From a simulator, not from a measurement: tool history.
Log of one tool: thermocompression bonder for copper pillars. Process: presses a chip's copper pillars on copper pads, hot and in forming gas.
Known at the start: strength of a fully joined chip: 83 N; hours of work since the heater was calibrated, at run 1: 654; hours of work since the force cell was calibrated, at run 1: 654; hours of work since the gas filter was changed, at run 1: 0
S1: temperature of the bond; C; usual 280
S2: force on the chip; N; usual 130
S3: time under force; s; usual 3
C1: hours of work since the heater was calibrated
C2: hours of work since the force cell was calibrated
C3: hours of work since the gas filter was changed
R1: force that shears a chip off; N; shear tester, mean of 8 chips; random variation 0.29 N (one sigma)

run,hour,S1,S2,S3,C1,C2,C3,R1
1,0.0,280,130,3,654,654,0,45.4
2,26.9,280,130,3,670,670,16,45.3
3,52.7,280,130,3,686,686,32,45.2
4,80.8,280,130,3,703,703,49,45.0
5,104.1,280,193,3,717,717,63,59.8
6,134.3,280,193,3,735,735,82,59.9
7,171.4,280,154,3,758,758,104,51.6
8,194.0,280,130,3,772,772,118,45.4
9,241.4,280,130,3,801,801,147,45.6
10,275.2,280,130,7,821,821,167,57.9
11,312.8,280,130,7,844,844,190,58.2
12,347.9,280,130,7,865,865,211,57.5
13,387.4,280,130,7,889,889,235,57.9
14,420.3,280,99,3,909,909,255,36.1
# hour 441.5: forming gas filter changed
15,456.3,280,99,3,931,931,9,35.6
16,493.8,280,130,3,954,954,32,45.2
17,544.0,280,103,3,984,984,62,37.2
18,591.0,280,103,4,1013,1013,91,41.5
# hour 633.6: heater calibrated with a thermocouple chip
19,639.8,280,103,4,4,1041,119,41.2
# hour 664.5: force cell calibrated
20,669.6,252,103,4,21,3,137,26.9
21,711.5,288,105,2,46,29,162,36.3
22,743.6,288,81,6,66,48,182,42.8
23,781.1,251,130,3,89,71,204,29.8
24,822.5,306,130,5,114,96,229,66.9
25,862.7,280,130,2,138,121,254,39.6
# hour 884.7: forming gas filter changed
26,890.2,280,130,2,155,137,3,39.7
27,935.9,280,130,2,183,165,31,39.4
28,971.2,269,130,2,204,186,53,34.0
29,1008.1,308,130,2,226,209,75,54.8
30,1049.7,308,130,2,252,234,100,54.1
31,1083.4,308,130,2,272,254,121,54.2
32,1124.2,280,150,3,297,279,146,51.1
33,1150.5,294,80,2,313,295,162,30.2
34,1185.0,280,122,3,334,316,183,43.6
35,1210.8,280,133,3,350,332,198,46.2
36,1248.4,294,113,4,372,355,221,52.8
37,1275.0,294,113,4,389,371,237,52.2
38,1317.8,299,103,5,415,397,263,54.8
# hour 1327.0: forming gas filter changed
39,1350.4,299,103,5,434,416,14,54.6
40,1379.7,280,136,8,452,434,32,62.5

4 ways to go on from here, each from the tool as it stands after run 40. What would each give?
A,1403.1,257,146,3,466,448,46,?
B,1403.1,255,109,4,466,448,46,?
C,1403.1,252,158,8,466,448,46,?
D,1403.1,254,146,7,466,448,46,?

run,R1
A,36.2
B,29.4
C,51.0
D,47.1
Without the tool's hidden state the same runs would have given:
run,R1
A,36.2
B,29.4
C,51.0
D,47.0
